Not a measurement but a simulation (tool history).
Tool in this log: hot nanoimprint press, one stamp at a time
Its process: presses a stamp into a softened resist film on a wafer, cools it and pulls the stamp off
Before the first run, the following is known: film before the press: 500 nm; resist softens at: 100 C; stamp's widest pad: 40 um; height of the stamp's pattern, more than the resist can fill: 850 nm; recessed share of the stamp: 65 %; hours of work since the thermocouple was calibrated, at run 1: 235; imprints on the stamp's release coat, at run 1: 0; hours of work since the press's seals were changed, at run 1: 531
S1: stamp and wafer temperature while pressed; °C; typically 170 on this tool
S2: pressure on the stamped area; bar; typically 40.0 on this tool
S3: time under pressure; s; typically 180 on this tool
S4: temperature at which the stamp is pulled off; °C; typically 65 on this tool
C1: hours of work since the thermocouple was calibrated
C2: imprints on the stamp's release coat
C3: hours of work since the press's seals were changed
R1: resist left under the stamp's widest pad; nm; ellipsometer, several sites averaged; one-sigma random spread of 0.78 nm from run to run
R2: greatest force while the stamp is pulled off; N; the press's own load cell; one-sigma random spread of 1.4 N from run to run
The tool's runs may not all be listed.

run    hour   S1    S2   S3  S4   C1   C2   C3     R1   R2
  1     0.0  170  40.0  180  65  235    0  531  208.9  206
       26.0  -- press's hydraulic seals changed and the load cell set to zero
  2    58.6  170  40.0  180  65  269  242   22  209.0  206
  3   101.0  170  40.0  180  65  297  446   50  208.0  206
  4   154.2  170  40.0  180  65  333  701   86  210.5  209
  5   198.5  170  40.0  180  65  362  913  115  209.6  207
      214.5  -- stamp cleaned and given a new release coat
  6   257.0  170  40.0  180  65  397  204  150  210.5  207
  7   306.4  170  40.0  180  65  430  441  183  209.9  207
      350.2  -- plate thermocouple calibrated
  8   356.3  170  40.0  180  65    4  666  215  211.0  207
  9   386.5  170  40.0  180  65   24  810  235  211.4  205
      423.6  -- stamp cleaned and given a new release coat
 10   433.8  170  40.0  180  65   52   49  262  210.4  208
 11   472.4  170  40.0  180  65   78  234  288  211.6  207
 12   501.1  170  40.0  180  65   97  372  307  210.6  207
 13   547.0  170  40.0  180  65  128  592  338  210.2  206
 14   591.3  170  40.0  180  65  157  805  368  210.4  207
 15   620.3  170  40.0  180  65  176  943  387  211.1  208
      632.1  -- stamp cleaned and given a new release coat
 16   656.5  160  40.0  330  56  197  117  407  290.0  261
 17   708.7  174  40.0  228  65  232  367  442  154.1  204
 18   736.9  163  25.5  303  62  250  503  461  302.5  227
      787.8  -- gauge calibrated
 19   795.0  170  36.5  180  65  289  781  500  218.0  208
      837.5  -- stamp cleaned and given a new release coat
 20   851.2  170  29.2  339  65  323   66  533  186.4  207
      871.5  -- press's hydraulic seals changed and the load cell set to zero
 21   912.3  162  35.7  180  67  358  320   27  325.6  195
 22   946.0  175  40.0  180  65  381  482   50  159.3  206
 23  1005.2  179  47.8  109  65  420  766   89  147.9  208
     1050.4  -- stamp cleaned and given a new release coat
     1071.9  -- plate thermocouple calibrated
 24  1072.4  170  40.0  180  57    0   91  128  211.0  258
 25  1101.1  170  40.0  180  57   20  228  147  209.2  256
 26  1132.3  170  40.0  180  57   40  378  168  210.0  257
 27  1198.3  172  39.5  154  65   84  694  212  203.6  207
 28  1228.8  172  39.5  154  65  105  841  233  203.9  208
     1260.0  -- stamp cleaned and given a new release coat
 29  1262.3  178  40.0  164  65  123   12  251  141.6  208

Forecast each of these 4 alternatives for the next run:
  A  1318.5  170  42.3  180  65  161  281  289   ?   ?
  B  1318.5  170  51.8  180  65  161  281  289   ?   ?
  C  1318.5  178  39.8  164  65  161  281  289   ?   ?
  D  1318.5  163  40.0  180  64  161  281  289   ?   ?

run     R1   R2
  A  206.5  207
  B  187.7  205
  C  143.7  207
  D  303.3  214
Had the tool no hidden state, the same runs would have come out as:
run     R1   R2
  A  203.8  207
  B  185.2  205
  C  141.8  206
  D  299.3  214
